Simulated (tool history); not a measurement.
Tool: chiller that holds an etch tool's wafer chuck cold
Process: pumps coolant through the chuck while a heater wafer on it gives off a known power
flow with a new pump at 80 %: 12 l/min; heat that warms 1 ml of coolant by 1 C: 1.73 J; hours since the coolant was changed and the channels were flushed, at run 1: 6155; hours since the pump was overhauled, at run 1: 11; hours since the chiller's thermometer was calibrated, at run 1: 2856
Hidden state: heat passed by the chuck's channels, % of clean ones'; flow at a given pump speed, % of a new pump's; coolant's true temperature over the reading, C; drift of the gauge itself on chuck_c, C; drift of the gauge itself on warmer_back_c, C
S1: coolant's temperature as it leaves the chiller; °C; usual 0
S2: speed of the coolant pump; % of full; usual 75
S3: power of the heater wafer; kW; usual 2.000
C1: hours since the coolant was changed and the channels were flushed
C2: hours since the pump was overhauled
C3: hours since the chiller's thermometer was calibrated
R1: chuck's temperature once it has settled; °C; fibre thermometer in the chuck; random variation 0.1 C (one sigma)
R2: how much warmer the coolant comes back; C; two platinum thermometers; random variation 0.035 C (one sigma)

Run 1, hour 0.0: usual settings; C1 6155; C2 11; C3 2856. Result: R1 15.7 °C, R2 6.27 C.
Run 2, hour 82.3: usual settings; C1 6237; C2 94; C3 2938. Result: R1 15.6 °C, R2 6.32 C.
Run 3, hour 138.2: usual settings; C1 6293; C2 150; C3 2994. Result: R1 15.6 °C, R2 6.31 C.
At hour 182.8: chiller's thermometer calibrated.
Run 4, hour 211.9: usual settings; C1 6366; C2 222; C3 29. Result: R1 15.7 °C, R2 6.31 C.
Run 5, hour 290.3: usual settings but S3 1.658 kW; C1 6444; C2 301; C3 107. Result: R1 12.9 °C, R2 5.20 C.
Run 6, hour 371.1: usual settings; C1 6525; C2 381; C3 188. Result: R1 15.5 °C, R2 6.23 C.
Run 7, hour 439.0: usual settings; C1 6593; C2 449; C3 256. Result: R1 15.7 °C, R2 6.32 C.
Run 8, hour 514.3: usual settings; C1 6668; C2 525; C3 332. Result: R1 15.7 °C, R2 6.29 C.
Run 9, hour 559.5: usual settings but S1 -7 °C; C1 6714; C2 570; C3 377. Result: R1 8.6 °C, R2 6.29 C.
Run 10, hour 621.8: usual settings but S1 -7 °C; C1 6776; C2 632; C3 439. Result: R1 8.6 °C, R2 6.41 C.
At hour 654.3: chiller's thermometer calibrated, once more.
Run 11, hour 663.1: usual settings; C1 6816; C2 672; C3 9. Result: R1 16.2 °C, R2 6.38 C.
Run 12, hour 736.7: usual settings; C1 6890; C2 746; C3 82. Result: R1 16.0 °C, R2 6.27 C.
Run 13, hour 816.4: usual settings but S2 95 % of full; C1 6970; C2 826; C3 162. Result: R1 13.0 °C, R2 4.86 C.
Run 14, hour 870.4: usual settings but S2 100 % of full; C1 7024; C2 880; C3 216. Result: R1 12.5 °C, R2 4.57 C.
Run 15, hour 918.6: usual settings but S2 100 % of full; C1 7072; C2 928; C3 264. Result: R1 12.4 °C, R2 4.61 C.
Run 16, hour 978.8: usual settings but S2 100 % of full, S3 2.774 kW; C1 7132; C2 988; C3 324. Result: R1 17.1 °C, R2 6.43 C.
Run 17, hour 1047.8: usual settings but S2 73 % of full, S3 1.218 kW; C1 7201; C2 1057; C3 393. Result: R1 10.1 °C, R2 3.96 C.
Run 18, hour 1117.7: usual settings but S2 73 % of full, S3 1.218 kW; C1 7271; C2 1127; C3 463. Result: R1 10.3 °C, R2 3.98 C.
Run 19, hour 1165.9: usual settings but S1 1 °C, S2 87 % of full, S3 2.078 kW; C1 7319; C2 1175; C3 512. Result: R1 15.8 °C, R2 5.53 C.
Run 20, hour 1232.6: usual settings but S1 1 °C, S2 87 % of full, S3 1.193 kW; C1 7386; C2 1242; C3 578. Result: R1 9.6 °C, R2 3.19 C.

Run 21 comes next. What will it give?
Run 21, hour 1291.2: usual settings but S1 -7 °C, S2 65 % of full, S3 1.596 kW; C1 7444; C2 1301; C3 637. Result: R1 ?, R2 ?.

{"run 21": {"R1": 8.0, "R2": 5.96}}
Without the tool's hidden state the same run would have given R1 5.8 °C, R2 5.83 C.
